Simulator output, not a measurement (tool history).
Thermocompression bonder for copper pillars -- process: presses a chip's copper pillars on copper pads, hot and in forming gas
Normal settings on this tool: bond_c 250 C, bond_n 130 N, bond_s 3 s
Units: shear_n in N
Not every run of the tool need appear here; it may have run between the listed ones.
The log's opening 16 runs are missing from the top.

run,hour,bond_c,bond_n,bond_s,shear_n
# hour 306.1: force cell calibrated
17,320.5,250,130,3,67.9
18,336.4,250,130,3,67.5
19,358.9,250,130,3,67.6
20,376.5,250,130,3,67.4
# hour 386.3: forming gas filter changed
21,400.6,250,130,3,73.5
22,424.5,250,130,3,72.6
# hour 429.4: force cell calibrated, once more
23,448.7,250,130,3,71.3
24,463.2,250,130,5,81.6
25,479.5,242,109,8,77.7
26,496.3,250,87,4,58.0
27,521.0,268,87,5,72.9
28,544.6,268,81,4,65.3
29,565.3,268,81,4,64.2
30,577.2,251,92,3,54.8
31,593.5,251,92,3,54.8
32,619.6,267,84,5,69.4
33,644.7,230,81,2,32.0
34,672.0,223,104,2,36.7
35,692.5,269,100,4,72.8
36,704.0,269,100,4,72.4
37,721.8,250,133,8,85.9
# hour 739.4: forming gas filter changed
38,739.7,250,133,8,93.7
39,754.4,250,130,4,79.5
40,765.9,250,130,4,79.7

Consider 3 possible next runs. They are alternatives, not a sequence: every one starts from the tool as it was left by run 40. What does each give?
A,785.7,241,115,4,?
B,785.7,250,96,6,?
C,785.7,241,130,3,?

run,shear_n
A,68.1
B,73.2
C,67.4
With the hidden condition removed and each run's random variation left untouched, the same runs would have given:
run,shear_n
A,63.3
B,68.6
C,62.6
